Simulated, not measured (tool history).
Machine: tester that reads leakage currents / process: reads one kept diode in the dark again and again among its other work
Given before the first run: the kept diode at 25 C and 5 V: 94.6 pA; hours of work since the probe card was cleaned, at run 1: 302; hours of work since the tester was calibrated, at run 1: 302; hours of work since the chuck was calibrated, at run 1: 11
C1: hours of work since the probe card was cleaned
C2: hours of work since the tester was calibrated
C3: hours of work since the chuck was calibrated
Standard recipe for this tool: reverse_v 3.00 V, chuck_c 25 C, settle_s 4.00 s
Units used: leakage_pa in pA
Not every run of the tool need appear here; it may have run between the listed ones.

Run 1, hour 0.0: usual settings; C1 302; C2 302; C3 11. Result: leakage_pa 74.35 pA.
Run 2, hour 88.4: usual settings; C1 366; C2 366; C3 76. Result: leakage_pa 74.16 pA.
Run 3, hour 179.4: usual settings but settle_s 0.56 s; C1 433; C2 433; C3 142. Result: leakage_pa 75.18 pA.
Run 4, hour 247.5: usual settings but settle_s 0.56 s; C1 482; C2 482; C3 192. Result: leakage_pa 74.48 pA.
Run 5, hour 321.6: usual settings but settle_s 0.56 s; C1 536; C2 536; C3 246. Result: leakage_pa 74.10 pA.
Run 6, hour 392.6: usual settings but chuck_c 59 C, settle_s 0.56 s; C1 588; C2 588; C3 298. Result: leakage_pa 1188.54 pA.
Run 7, hour 457.5: usual settings; C1 635; C2 635; C3 345. Result: leakage_pa 71.73 pA.
Run 8, hour 508.8: usual settings; C1 673; C2 673; C3 382. Result: leakage_pa 71.46 pA.
Run 9, hour 603.7: usual settings but reverse_v 2.37 V; C1 742; C2 742; C3 451. Result: leakage_pa 62.81 pA.
Run 10, hour 705.3: usual settings but reverse_v 2.37 V; C1 816; C2 816; C3 525. Result: leakage_pa 62.09 pA.
Run 11, hour 824.0: usual settings but reverse_v 2.37 V; C1 902; C2 902; C3 612. Result: leakage_pa 61.74 pA.
Run 12, hour 903.8: usual settings but settle_s 0.49 s; C1 961; C2 961; C3 670. Result: leakage_pa 70.92 pA.
Run 13, hour 970.4: usual settings but settle_s 0.49 s; C1 1009; C2 1009; C3 719. Result: leakage_pa 70.54 pA.
At hour 977.8: tester calibrated.
Run 14, hour 1023.5: usual settings but settle_s 0.49 s; C1 1046; C2 33; C3 756. Result: leakage_pa 69.80 pA.
Run 15, hour 1117.9: usual settings but settle_s 0.49 s; C1 1115; C2 102; C3 825. Result: leakage_pa 69.11 pA.
At hour 1184.7: chuck's temperature calibrated.
Run 16, hour 1210.5: usual settings but chuck_c 24 C; C1 1181; C2 168; C3 19. Result: leakage_pa 67.69 pA.
Run 17, hour 1263.6: usual settings but chuck_c 24 C; C1 1220; C2 207; C3 58. Result: leakage_pa 67.18 pA.
Run 18, hour 1342.2: usual settings but chuck_c 24 C; C1 1277; C2 264; C3 115. Result: leakage_pa 66.91 pA.
Run 19, hour 1413.0: usual settings but chuck_c 24 C; C1 1329; C2 316; C3 166. Result: leakage_pa 66.40 pA.
Run 20, hour 1490.4: usual settings but chuck_c 24 C; C1 1385; C2 372; C3 223. Result: leakage_pa 65.89 pA.
Run 21, hour 1605.9: usual settings but reverse_v 2.58 V, chuck_c 51 C, settle_s 3.20 s; C1 1469; C2 456; C3 307. Result: leakage_pa 583.12 pA.
At hour 1623.1: tester calibrated, once more.
Run 22, hour 1702.7: usual settings but reverse_v 9.59 V, chuck_c 40 C, settle_s 6.76 s; C1 1539; C2 58; C3 376. Result: leakage_pa 472.24 pA.
Run 23, hour 1762.6: usual settings but reverse_v 5.01 V, chuck_c 31 C, settle_s 6.76 s; C1 1582; C2 102; C3 420. Result: leakage_pa 158.41 pA.
Run 24, hour 1811.4: usual settings but reverse_v 5.01 V, chuck_c 31 C, settle_s 6.76 s; C1 1618; C2 137; C3 455. Result: leakage_pa 156.83 pA.
Run 25, hour 1862.0: usual settings but reverse_v 5.01 V, chuck_c 31 C, settle_s 6.76 s; C1 1655; C2 174; C3 492. Result: leakage_pa 156.96 pA.
Run 26, hour 1914.3: usual settings but reverse_v 10.78 V, chuck_c 39 C; C1 1693; C2 212; C3 530. Result: leakage_pa 453.93 pA.
Run 27, hour 1976.4: usual settings but reverse_v 3.30 V, chuck_c 28 C; C1 1738; C2 258; C3 576. Result: leakage_pa 96.62 pA.
Run 28, hour 2061.4: usual settings but reverse_v 6.02 V, chuck_c 51 C, settle_s 0.35 s; C1 1800; C2 319; C3 638. Result: leakage_pa 874.95 pA.
Run 29, hour 2157.6: usual settings but chuck_c 60 C, settle_s 0.34 s; C1 1870; C2 390; C3 708. Result: leakage_pa 1200.82 pA.
Run 30, hour 2273.6: usual settings but chuck_c 20 C, settle_s 6.12 s; C1 1955; C2 474; C3 792. Result: leakage_pa 44.34 pA.
Run 31, hour 2336.9: usual settings but reverse_v 3.24 V, chuck_c 23 C, settle_s 6.12 s; C1 2001; C2 520; C3 838. Result: leakage_pa 59.82 pA.
At hour 2379.9: chuck's temperature calibrated.
Run 32, hour 2405.0: usual settings but reverse_v 3.24 V, chuck_c 23 C, settle_s 6.12 s; C1 2049; C2 568; C3 18. Result: leakage_pa 67.18 pA.
Run 33, hour 2472.6: usual settings but reverse_v 4.35 V, chuck_c 32 C, settle_s 2.95 s; C1 2098; C2 618; C3 68. Result: leakage_pa 170.03 pA.
Run 34, hour 2579.2: usual settings but reverse_v 11.16 V, chuck_c 21 C, settle_s 0.74 s; C1 2176; C2 695; C3 145. Result: leakage_pa 114.95 pA.
Run 35, hour 2666.4: usual settings but reverse_v 4.45 V; C1 2240; C2 759; C3 209. Result: leakage_pa 92.82 pA.
Run 36, hour 2729.4: usual settings but reverse_v 4.45 V; C1 2285; C2 805; C3 255. Result: leakage_pa 92.26 pA.
Run 37, hour 2798.9: usual settings but reverse_v 19.14 V, settle_s 3.76 s; C1 2336; C2 856; C3 305. Result: leakage_pa 205.79 pA.
Run 38, hour 2859.0: usual settings but reverse_v 4.66 V, chuck_c 27 C, settle_s 3.14 s; C1 2380; C2 899; C3 349. Result: leakage_pa 111.62 pA.

Run by run, hidden condition taken away, random variation retained:
The tool's hidden condition here consists of: stray current of the dirty probe card, pA a volt; current scale over the true one, %; true chuck temperature over the reading, C; drift of the gauge itself on leakage_pa, %.
run  leakage_pa
  1       73.47
  2       73.81
  3       75.37
  4       75.06
  5       75.11
  6     1221.83
  7       73.55
  8       73.65
  9       65.44
 10       65.29
 11       65.61
 12       75.49
 13       75.55
 14       75.38
 15       75.24
 16       67.12
 17       66.92
 18       67.17
 19       67.05
 20       66.97
 21      615.84
 22      488.67
 23      163.50
 24      162.51
 25      163.32
 26      476.79
 27      101.44
 28      942.59
 29     1306.38
 30       46.19
 31       63.57
 32       63.47
 33      166.44
 34      102.77
 35       89.67
 36       89.55
 37      187.38
 38      110.48
